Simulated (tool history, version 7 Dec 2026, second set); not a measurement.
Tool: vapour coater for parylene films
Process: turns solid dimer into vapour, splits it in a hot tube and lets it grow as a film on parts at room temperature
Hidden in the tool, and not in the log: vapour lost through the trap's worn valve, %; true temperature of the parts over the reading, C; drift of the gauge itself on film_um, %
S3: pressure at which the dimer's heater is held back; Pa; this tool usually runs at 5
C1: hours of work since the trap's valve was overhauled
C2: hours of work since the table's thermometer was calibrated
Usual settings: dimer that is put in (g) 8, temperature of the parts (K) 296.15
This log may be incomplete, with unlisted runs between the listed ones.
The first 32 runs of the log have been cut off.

{"run": 33, "day": 29.129, "dimer that is put in (g)": 5, "temperature of the parts (K)": 292.15, "S3": 6.21, "C1": 360, "C2": 920, "thickness of the film (um)": 2.61}
{"run": 34, "day": 30.217, "dimer that is put in (g)": 12, "temperature of the parts (K)": 294.15, "S3": 3.17, "C1": 380, "C2": 939, "thickness of the film (um)": 6.8}
{"run": 35, "day": 31.283, "dimer that is put in (g)": 12, "temperature of the parts (K)": 294.15, "S3": 3.17, "C1": 399, "C2": 959, "thickness of the film (um)": 6.82}
{"run": 36, "day": 31.967, "dimer that is put in (g)": 5, "temperature of the parts (K)": 292.15, "S3": 3.29, "C1": 411, "C2": 971, "thickness of the film (um)": 2.99}
{"run": 37, "day": 32.892, "dimer that is put in (g)": 5, "temperature of the parts (K)": 292.15, "S3": 3.29, "C1": 428, "C2": 987, "thickness of the film (um)": 3}
{"run": 38, "day": 34.208, "dimer that is put in (g)": 8, "temperature of the parts (K)": 296.15, "S3": 5.74, "C1": 451, "C2": 1011, "thickness of the film (um)": 3.71}
{"day": 35.125, "done": "trap's valve overhauled"}
{"run": 39, "day": 35.233, "dimer that is put in (g)": 8, "temperature of the parts (K)": 296.15, "S3": 2.43, "C1": 2, "C2": 1026, "thickness of the film (um)": 4.47}
{"run": 40, "day": 36.529, "dimer that is put in (g)": 8, "temperature of the parts (K)": 296.15, "S3": 7.76, "C1": 25, "C2": 1050, "thickness of the film (um)": 3.51}
{"run": 41, "day": 37.417, "dimer that is put in (g)": 11, "temperature of the parts (K)": 292.15, "S3": 2.31, "C1": 41, "C2": 1065, "thickness of the film (um)": 7.08}
{"day": 37.671, "done": "gauge calibrated"}
{"run": 42, "day": 38.625, "dimer that is put in (g)": 11, "temperature of the parts (K)": 292.15, "S3": 2.31, "C1": 63, "C2": 1087, "thickness of the film (um)": 7.29}
{"run": 43, "day": 39.925, "dimer that is put in (g)": 11, "temperature of the parts (K)": 296.15, "S3": 8.76, "C1": 86, "C2": 1110, "thickness of the film (um)": 4.82}

3 options for the next run, each taken on its own from the tool as it stands now. Forecast them:
{"run": "A", "day": 40.879, "dimer that is put in (g)": 8, "temperature of the parts (K)": 296.15, "S3": 4.24, "C1": 103, "C2": 1128, "thickness of the film (um)": "?"}
{"run": "B", "day": 40.879, "dimer that is put in (g)": 9, "temperature of the parts (K)": 291.15, "S3": 2.23, "C1": 103, "C2": 1128, "thickness of the film (um)": "?"}
{"run": "C", "day": 40.879, "dimer that is put in (g)": 7, "temperature of the parts (K)": 296.15, "S3": 7, "C1": 103, "C2": 1128, "thickness of the film (um)": "?"}

run=A thickness_of_the_film_(um)=4.05
run=B thickness_of_the_film_(um)=6.2
run=C thickness_of_the_film_(um)=3.18
With no hidden state in the tool, these same runs would have given:
run=A thickness_of_the_film_(um)=4.06
run=B thickness_of_the_film_(um)=6.21
run=C thickness_of_the_film_(um)=3.18
